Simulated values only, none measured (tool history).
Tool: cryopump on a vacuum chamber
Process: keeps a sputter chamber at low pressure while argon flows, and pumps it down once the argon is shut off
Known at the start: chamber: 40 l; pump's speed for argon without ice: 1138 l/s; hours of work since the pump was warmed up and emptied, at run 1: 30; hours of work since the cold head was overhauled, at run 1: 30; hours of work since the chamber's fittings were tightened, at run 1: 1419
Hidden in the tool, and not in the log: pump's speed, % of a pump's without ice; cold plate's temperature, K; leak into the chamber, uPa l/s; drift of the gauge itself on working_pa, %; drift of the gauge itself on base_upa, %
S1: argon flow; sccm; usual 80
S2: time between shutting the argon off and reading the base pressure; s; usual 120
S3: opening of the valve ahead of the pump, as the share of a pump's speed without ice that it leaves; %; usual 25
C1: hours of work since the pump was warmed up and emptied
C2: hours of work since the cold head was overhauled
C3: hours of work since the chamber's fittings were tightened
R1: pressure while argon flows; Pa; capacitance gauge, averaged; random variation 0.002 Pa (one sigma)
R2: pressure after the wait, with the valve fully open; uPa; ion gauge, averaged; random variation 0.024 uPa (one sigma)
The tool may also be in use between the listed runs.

run 1 hour=0 | S1=80 S2=120 S3=25 | C1=30 C2=30 C3=1419 | R1=0.4772 R2=2.97
run 2 hour=20 | S1=80 S2=120 S3=25 | C1=40 C2=40 C3=1429 | R1=0.477 R2=2.95
run 3 hour=46.2 | S1=80 S2=120 S3=25 | C1=53 C2=53 C3=1442 | R1=0.4771 R2=3.03
run 4 hour=63.9 | S1=80 S2=120 S3=25 | C1=62 C2=62 C3=1451 | R1=0.4798 R2=2.95
run 5 hour=92.9 | S1=80 S2=120 S3=25 | C1=76 C2=76 C3=1466 | R1=0.479 R2=3.04
run 6 hour=113.8 | S1=80 S2=120 S3=25 | C1=87 C2=87 C3=1476 | R1=0.4786 R2=3.04
run 7 hour=129.9 | S1=80 S2=120 S3=25 | C1=95 C2=95 C3=1484 | R1=0.4802 R2=3
run 8 hour=142.8 | S1=80 S2=50 S3=25 | C1=101 C2=101 C3=1491 | R1=0.4786 R2=4.03
run 9 hour=163.4 | S1=80 S2=50 S3=25 | C1=112 C2=112 C3=1501 | R1=0.4828 R2=3.92
run 10 hour=183 | S1=80 S2=120 S3=25 | C1=122 C2=122 C3=1511 | R1=0.4814 R2=3.11
run 11 hour=211 | S1=80 S2=120 S3=25 | C1=136 C2=136 C3=1525 | R1=0.4835 R2=3.17
run 12 hour=241.1 | S1=80 S2=120 S3=25 | C1=151 C2=151 C3=1540 | R1=0.4812 R2=3.12
-- hour=247.1 leaking fittings of the chamber tightened, without venting
run 13 hour=273.5 | S1=80 S2=120 S3=25 | C1=166 C2=166 C3=13 | R1=0.481 R2=0.9
run 14 hour=292.6 | S1=80 S2=120 S3=25 | C1=175 C2=175 C3=23 | R1=0.4836 R2=0.92
run 15 hour=321.8 | S1=80 S2=120 S3=25 | C1=190 C2=190 C3=37 | R1=0.4837 R2=1
run 16 hour=351 | S1=80 S2=120 S3=25 | C1=205 C2=205 C3=52 | R1=0.4858 R2=0.96
run 17 hour=365.4 | S1=80 S2=120 S3=25 | C1=212 C2=212 C3=59 | R1=0.4821 R2=0.94
run 18 hour=379.2 | S1=80 S2=120 S3=25 | C1=219 C2=219 C3=66 | R1=0.4868 R2=1.04
run 19 hour=408.3 | S1=58 S2=181 S3=30 | C1=233 C2=233 C3=81 | R1=0.2922 R2=0.83
run 20 hour=424.1 | S1=37 S2=24 S3=56 | C1=241 C2=241 C3=89 | R1=0.1031 R2=3.53
run 21 hour=448 | S1=96 S2=29 S3=56 | C1=253 C2=253 C3=101 | R1=0.2659 R2=3.02
run 22 hour=468.6 | S1=49 S2=295 S3=22 | C1=263 C2=263 C3=111 | R1=0.3373 R2=0.74
run 23 hour=489.9 | S1=49 S2=295 S3=41 | C1=274 C2=274 C3=121 | R1=0.184 R2=0.72
run 24 hour=506.1 | S1=49 S2=295 S3=41 | C1=282 C2=282 C3=130 | R1=0.1848 R2=0.75
run 25 hour=520.2 | S1=82 S2=22 S3=25 | C1=289 C2=289 C3=137 | R1=0.5016 R2=3.85
run 26 hour=535.6 | S1=109 S2=20 S3=25 | C1=297 C2=297 C3=144 | R1=0.6626 R2=4.22
run 27 hour=550.7 | S1=109 S2=20 S3=25 | C1=305 C2=305 C3=152 | R1=0.6631 R2=4.26
run 28 hour=580.5 | S1=109 S2=20 S3=25 | C1=319 C2=319 C3=167 | R1=0.6648 R2=4.15
run 29 hour=597.5 | S1=113 S2=232 S3=28 | C1=328 C2=328 C3=175 | R1=0.6159 R2=0.88
run 30 hour=614.9 | S1=95 S2=120 S3=23 | C1=337 C2=337 C3=184 | R1=0.6289 R2=1.21
run 31 hour=640.3 | S1=93 S2=121 S3=56 | C1=349 C2=349 C3=197 | R1=0.2628 R2=1.22
run 32 hour=653.8 | S1=137 S2=120 S3=42 | C1=356 C2=356 C3=203 | R1=0.5084 R2=1.24
run 33 hour=677.2 | S1=137 S2=120 S3=42 | C1=368 C2=368 C3=215 | R1=0.5107 R2=1.25
run 34 hour=692.2 | S1=137 S2=59 S3=26 | C1=375 C2=375 C3=223 | R1=0.8109 R2=1.92
run 35 hour=706.8 | S1=45 S2=120 S3=25 | C1=383 C2=383 C3=230 | R1=0.2734 R2=1.29

3 ways to go on from here, each from the tool as it stands after run 35. What would each give?
run A hour=737.8 | S1=78 S2=120 S3=38 | C1=398 C2=398 C3=246 | R1=? R2=?
run B hour=737.8 | S1=65 S2=123 S3=42 | C1=398 C2=398 C3=246 | R1=? R2=?
run C hour=737.8 | S1=129 S2=56 S3=25 | C1=398 C2=398 C3=246 | R1=? R2=?

run=A R1=0.3194 R2=1.29
run=B R1=0.241 R2=1.3
run=C R1=0.7955 R2=2.07
Without the tool's hidden state the same runs would have given:
run=A R1=0.3037 R2=0.85
run=B R1=0.228 R2=0.85
run=C R1=0.7694 R2=1.62

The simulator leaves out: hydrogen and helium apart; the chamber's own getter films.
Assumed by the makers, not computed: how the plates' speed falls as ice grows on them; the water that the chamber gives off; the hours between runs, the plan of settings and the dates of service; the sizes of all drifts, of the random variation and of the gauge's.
